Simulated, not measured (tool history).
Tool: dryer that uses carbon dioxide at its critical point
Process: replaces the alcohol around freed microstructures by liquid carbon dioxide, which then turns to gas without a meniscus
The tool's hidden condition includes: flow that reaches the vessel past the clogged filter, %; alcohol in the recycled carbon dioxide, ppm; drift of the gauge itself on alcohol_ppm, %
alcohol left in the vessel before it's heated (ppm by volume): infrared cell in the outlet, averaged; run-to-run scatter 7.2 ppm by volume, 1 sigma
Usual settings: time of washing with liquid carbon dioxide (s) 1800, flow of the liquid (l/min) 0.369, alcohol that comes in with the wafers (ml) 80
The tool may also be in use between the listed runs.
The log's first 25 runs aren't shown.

run,day,time of washing with liquid carbon dioxide (s),flow of the liquid (l/min),alcohol that comes in with the wafers (ml),hours of work since the filter was changed,hours of work since the purifier's bed was changed,alcohol left in the vessel before it's heated (ppm by volume)
26,53.45,2580,0.604,56,250,56,11
27,54.842,2820,0.583,100,265,70,17
28,56.388,2820,0.583,88,281,87,22
29,58.879,1800,0.369,46,308,113,308
30,61.508,1800,0.349,80,335,141,669
31,64.096,2400,0.227,73,363,168,1180
32,66.625,2400,0.227,73,389,195,1196
# day 68.321: inlet filter changed
33,68.417,1080,0.476,66,1,213,838

Branching from run 33: 5 alternative next runs. What would each branch give?
A,69.654,1800,0.572,80,14,227,?
B,69.654,1080,0.369,103,14,227,?
C,69.654,1500,0.476,26,14,227,?
D,69.654,2100,0.573,54,14,227,?
E,69.654,1920,0.252,96,14,227,?

run,alcohol left in the vessel before it's heated (ppm by volume)
A,54
B,2911
C,114
D,41
E,1644
Without the tool's hidden state the same runs would have given:
run,alcohol left in the vessel before it's heated (ppm by volume)
A,23
B,2816
C,80
D,10
E,1571

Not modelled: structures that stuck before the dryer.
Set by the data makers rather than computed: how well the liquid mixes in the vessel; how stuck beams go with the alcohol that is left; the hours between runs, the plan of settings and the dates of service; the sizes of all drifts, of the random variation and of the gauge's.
